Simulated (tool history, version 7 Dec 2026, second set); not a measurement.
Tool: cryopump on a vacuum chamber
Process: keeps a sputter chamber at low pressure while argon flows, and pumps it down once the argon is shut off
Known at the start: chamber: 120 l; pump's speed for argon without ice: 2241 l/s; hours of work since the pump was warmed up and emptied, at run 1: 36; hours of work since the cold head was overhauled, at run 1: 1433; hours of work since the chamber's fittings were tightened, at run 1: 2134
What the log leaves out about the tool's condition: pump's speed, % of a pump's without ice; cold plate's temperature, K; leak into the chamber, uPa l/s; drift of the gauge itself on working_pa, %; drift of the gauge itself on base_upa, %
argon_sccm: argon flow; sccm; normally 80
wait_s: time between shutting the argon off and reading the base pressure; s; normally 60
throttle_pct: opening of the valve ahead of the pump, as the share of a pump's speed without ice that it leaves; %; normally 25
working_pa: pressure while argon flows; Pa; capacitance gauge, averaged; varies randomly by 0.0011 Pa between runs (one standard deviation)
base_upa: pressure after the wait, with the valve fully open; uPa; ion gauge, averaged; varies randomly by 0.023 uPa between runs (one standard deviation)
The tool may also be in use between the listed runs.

run    hour  argon_sccm  wait_s  throttle_pct  hours of work since the pump was warmed up and emptied  hours of work since the cold head was overhauled  hours of work since the chamber's fittings were tightened  working_pa  base_upa
  1       0          80      60            25                                                      36                                              1433                                                       2134      0.2433      1.82
  2    40.2          80      60            25                                                      53                                              1451                                                       2152      0.2439      1.83
  3   126.8          80      60            55                                                      91                                              1488                                                       2189       0.112      1.93
      210.7  -- leaking fittings of the chamber tightened, without venting
  4   216.1          80      60            55                                                     128                                              1526                                                          2      0.1126      0.77
  5   295.7         112      60            55                                                     163                                              1560                                                         37      0.1608      0.77
  6   370.4         112      60            55                                                     195                                              1592                                                         69      0.1601       0.8
  7     419         112      60            55                                                     216                                              1613                                                         90      0.1607      0.82
  8     469         112      60            55                                                     237                                              1634                                                        111       0.161      0.82
  9   540.2          80      60            25                                                     268                                              1665                                                        142      0.2486      0.86
 10   622.2          80      60            25                                                     303                                              1701                                                        177      0.2485      0.86
 11   679.1          80      60            25                                                     328                                              1725                                                        202      0.2506      0.94
 12   766.3          80      60            25                                                     365                                              1763                                                        239      0.2491      0.96
 13   805.3          80      60            25                                                     382                                              1779                                                        256      0.2526      0.98
 14   896.2          80      60            25                                                     421                                              1819                                                        295      0.2501       0.9
        941  -- pump warmed up, emptied and cooled again
 15     949          80      60            25                                                       3                                              1839                                                        316       0.243      0.95
 16  1014.3          80      60            25                                                      32                                              1867                                                        344      0.2425      0.93
 17  1081.3          80      60            25                                                      60                                              1896                                                        373      0.2431      0.93
 18  1138.8          80      60            23                                                      85                                              1921                                                        398      0.2665      0.93
 19  1220.5          83      70            60                                                     120                                              1956                                                        433      0.1084      0.89
 20  1289.7          83      70            60                                                     150                                              1986                                                        463      0.1092      0.92
 21    1328          83      70            60                                                     167                                              2002                                                        479      0.1084      0.93
 22  1383.9         122      60            25                                                     191                                              2027                                                        503      0.3753      1.01
 23  1464.2         139      60            25                                                     225                                              2061                                                        538      0.4287      1.09
 24  1547.3          74      60            37                                                     261                                              2097                                                        574      0.1568       1.1
 25  1597.8          69      41            29                                                     283                                              2119                                                        596      0.1847      1.33
 26  1645.2          69      41            29                                                     303                                              2139                                                        616      0.1864      1.41
 27  1735.3          75      41            29                                                     342                                              2178                                                        655      0.2029      1.43
 28  1825.7          80     231            50                                                     381                                              2217                                                        694      0.1297      0.74
 29  1872.6          80     231            50                                                     401                                              2237                                                        714      0.1308      0.74
 30  1924.7          80     231            24                                                     424                                              2260                                                        736       0.263      0.77
     1966.7  -- pump warmed up, emptied and cooled again
 31    1975         129      26            34                                                       4                                              2279                                                        756      0.2886      1.92
 32  2046.4          34      23            30                                                      34                                              2310                                                        787      0.0863      2.13

Run 33 comes next. What will it give?
 33  2099.7          34      23            30                                                      57                                              2333                                                        810           ?         ?

working_pa: 0.0867 Pa
base_upa: 2.1 uPa
On a tool with no hidden condition, and with the same random variation, this run would have come out at working_pa 0.0855 Pa, base_upa 1.66 uPa.
